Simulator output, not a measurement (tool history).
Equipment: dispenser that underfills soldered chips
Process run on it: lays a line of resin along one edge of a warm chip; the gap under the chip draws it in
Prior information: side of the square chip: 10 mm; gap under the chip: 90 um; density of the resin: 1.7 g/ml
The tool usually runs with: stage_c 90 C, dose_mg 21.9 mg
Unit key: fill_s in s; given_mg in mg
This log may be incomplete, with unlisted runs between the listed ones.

{"run": 1, "day": 0.0, "stage_c": 90, "dose_mg": 21.9, "fill_s": 64.8, "given_mg": 20.61}
{"day": 0.117, "done": "new syringe of resin"}
{"run": 2, "day": 0.208, "stage_c": 99, "dose_mg": 21.9, "fill_s": 23.9, "given_mg": 20.65}
{"run": 3, "day": 0.371, "stage_c": 84, "dose_mg": 21.9, "fill_s": 59.3, "given_mg": 20.68}
{"run": 4, "day": 0.517, "stage_c": 90, "dose_mg": 19.8, "fill_s": 54.1, "given_mg": 18.68}
{"run": 5, "day": 0.7, "stage_c": 90, "dose_mg": 19.8, "fill_s": 68.5, "given_mg": 18.55}
{"day": 0.804, "done": "new syringe of resin"}
{"run": 6, "day": 0.875, "stage_c": 90, "dose_mg": 19.8, "fill_s": 36.3, "given_mg": 18.57}
{"run": 7, "day": 0.992, "stage_c": 90, "dose_mg": 27.4, "fill_s": 38.7, "given_mg": 25.92}
{"run": 8, "day": 1.167, "stage_c": 90, "dose_mg": 27.4, "fill_s": 48, "given_mg": 25.59}
{"day": 1.296, "done": "dispensing valve cleaned and set on the balance"}
{"run": 9, "day": 1.4, "stage_c": 90, "dose_mg": 21.9, "fill_s": 62.7, "given_mg": 21.8}
{"day": 1.533, "done": "new syringe of resin"}
{"run": 10, "day": 1.629, "stage_c": 90, "dose_mg": 21.9, "fill_s": 36.8, "given_mg": 21.77}
{"run": 11, "day": 1.862, "stage_c": 81, "dose_mg": 22.6, "fill_s": 74.2, "given_mg": 22.59}

The next listed run, before its measurement:
{"run": 12, "day": 2.05, "stage_c": 81, "dose_mg": 19.3, "fill_s": "?", "given_mg": "?"}

Run 12 yielded fill_s 99.6 s, given_mg 19.08 mg.
On a tool with no hidden condition, and with the same random variation, this run would have come out at fill_s 51 s, given_mg 19.21 mg.
